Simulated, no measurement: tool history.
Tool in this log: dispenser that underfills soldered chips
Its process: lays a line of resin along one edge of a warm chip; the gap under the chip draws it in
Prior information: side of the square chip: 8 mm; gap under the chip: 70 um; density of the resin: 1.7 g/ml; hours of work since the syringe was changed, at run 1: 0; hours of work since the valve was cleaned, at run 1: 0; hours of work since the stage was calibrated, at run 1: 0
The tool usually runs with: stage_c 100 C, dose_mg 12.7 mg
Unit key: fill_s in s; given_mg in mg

run    day  stage_c  dose_mg  hours of work since the syringe was changed  hours of work since the valve was cleaned  hours of work since the stage was calibrated  fill_s  given_mg
  1  0.000      100     12.7                                            0                                          0                                             0    24.6     12.72
  2  0.325      100     12.7                                            6                                          6                                             6    31.3     12.59
     0.650  -- new syringe of resin
  3  0.650      100     12.7                                            0                                         12                                            12    24.0     12.61
  4  1.125       94     12.7                                            8                                         20                                            20    46.0     12.48
     1.342  -- new syringe of resin
  5  1.496       94     12.7                                            3                                         26                                            26    37.6     12.48
  6  1.879      100     12.1                                           10                                         33                                            33    35.8     11.71
     2.038  -- new syringe of resin
  7  2.308      100     12.1                                            5                                         41                                            41    30.9     11.67
     2.708  -- new syringe of resin
  8  2.817      100     12.1                                            2                                         49                                            49    27.0     11.71
  9  3.258      100     12.1                                           10                                         57                                            57    36.7     11.65
     3.375  -- new syringe of resin
 10  3.492      100     12.1                                            2                                         61                                            61    26.8     11.55
 11  3.971      100     12.1                                           11                                         70                                            70    37.7     11.53
     4.075  -- new syringe of resin
 12  4.283      100     12.1                                            4                                         75                                            75    30.1     11.41
     4.758  -- new syringe of resin
 13  4.758       87     12.2                                            0                                         83                                            83    47.1     11.66
 14  5.100      105     15.8                                            6                                         89                                            89    24.8     14.89
     5.450  -- new syringe of resin
 15  5.521      105     15.8                                            1                                         96                                            96    21.5     14.82
 16  6.004      103     12.5                                           10                                        105                                           105    32.3     11.62
     6.146  -- new syringe of resin
 17  6.446       96     12.8                                            5                                        113                                           113    36.8     11.91
     6.825  -- new syringe of resin
 18  6.892      100     11.9                                            1                                        120                                           120    26.9     10.97
 19  7.108      100     11.9                                            5                                        124                                           124    31.3     10.99
     7.504  -- new syringe of resin
 20  7.579      100     11.9                                            1                                        132                                           132    26.7     10.85
     7.938  -- dispensing valve cleaned and set on the balance
 21  8.112      113     11.3                                           10                                          3                                           141    21.1     11.27
     8.238  -- new syringe of resin
 22  8.329       89     14.7                                            2                                          7                                           145    45.6     14.58

A few steps of fill_s between consecutive runs. Split each: what settings, incoming material and random variation would produce without the hidden state, and what is left over for the hidden state, along with gauge scatter present in only one of the two compared results (measured, and without hidden state):
The hidden state here: resin's viscosity, % of fresh resin's; dose that the valve gives, % of what is set; true chip temperature over the reading, C; drift of the gauge itself on fill_s, %; drift of the gauge itself on given_mg, %.
Run 3 -> 4: stage_c 100 -> 94. fill_s +22.0 s: hidden state +12.9, all else +9.1.
Run 10 -> 11: nothing adjusted, nothing logged. fill_s +10.9 s: hidden state +10.6, all else +0.3.
Run 13 -> 14: stage_c 87 -> 105, dose_mg 12.2 -> 15.8. fill_s -22.3 s: hidden state +5.0, all else -27.3.
Run 21 -> 22: stage_c 113 -> 89, dose_mg 11.3 -> 14.7, new syringe of resin. fill_s +24.5 s: hidden state -3.4, all else +27.9.
